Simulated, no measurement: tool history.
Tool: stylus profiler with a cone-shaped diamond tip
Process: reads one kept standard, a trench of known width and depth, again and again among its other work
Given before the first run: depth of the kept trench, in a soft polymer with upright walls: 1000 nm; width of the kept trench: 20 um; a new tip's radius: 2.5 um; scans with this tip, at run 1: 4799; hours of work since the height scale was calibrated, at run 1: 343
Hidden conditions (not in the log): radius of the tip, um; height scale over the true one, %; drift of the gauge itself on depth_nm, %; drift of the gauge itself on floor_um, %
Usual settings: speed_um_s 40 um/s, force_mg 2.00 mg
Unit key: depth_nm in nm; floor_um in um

run,hour,speed_um_s,force_mg,scans with this tip,hours of work since the height scale was calibrated,depth_nm,floor_um
1,0.0,40,2.00,4799,343,1006.48,15.06
2,31.0,24,2.00,5092,364,1006.66,15.11
3,65.3,24,1.90,5418,388,1006.33,15.00
4,108.1,24,1.90,5824,417,1006.78,14.99
5,144.6,40,0.84,6170,441,1004.22,14.68
6,182.3,40,0.84,6527,467,1004.32,14.62
7,217.2,12,2.00,6859,491,1006.99,14.98
8,242.2,133,4.96,7096,508,1011.57,14.43
9,285.3,133,4.96,7504,537,1011.65,14.31
10,308.9,118,0.69,7728,553,1004.87,13.56
11,343.1,118,0.69,8053,576,1004.41,13.49
12,365.3,32,1.32,8263,591,1006.41,14.51

Measured result minus the same run's result without the hidden state. Both carry the same run-to-run variation, though not necessarily the same gauge scatter:
run,depth_nm,floor_um
1,+1.14,-0.72
2,+1.20,-0.76
3,+1.27,-0.81
4,+1.35,-0.88
5,+1.42,-0.93
6,+1.49,-0.99
7,+1.56,-1.04
8,+1.62,-1.08
9,+1.70,-1.14
10,+1.74,-1.17
11,+1.81,-1.22
12,+1.86,-1.25

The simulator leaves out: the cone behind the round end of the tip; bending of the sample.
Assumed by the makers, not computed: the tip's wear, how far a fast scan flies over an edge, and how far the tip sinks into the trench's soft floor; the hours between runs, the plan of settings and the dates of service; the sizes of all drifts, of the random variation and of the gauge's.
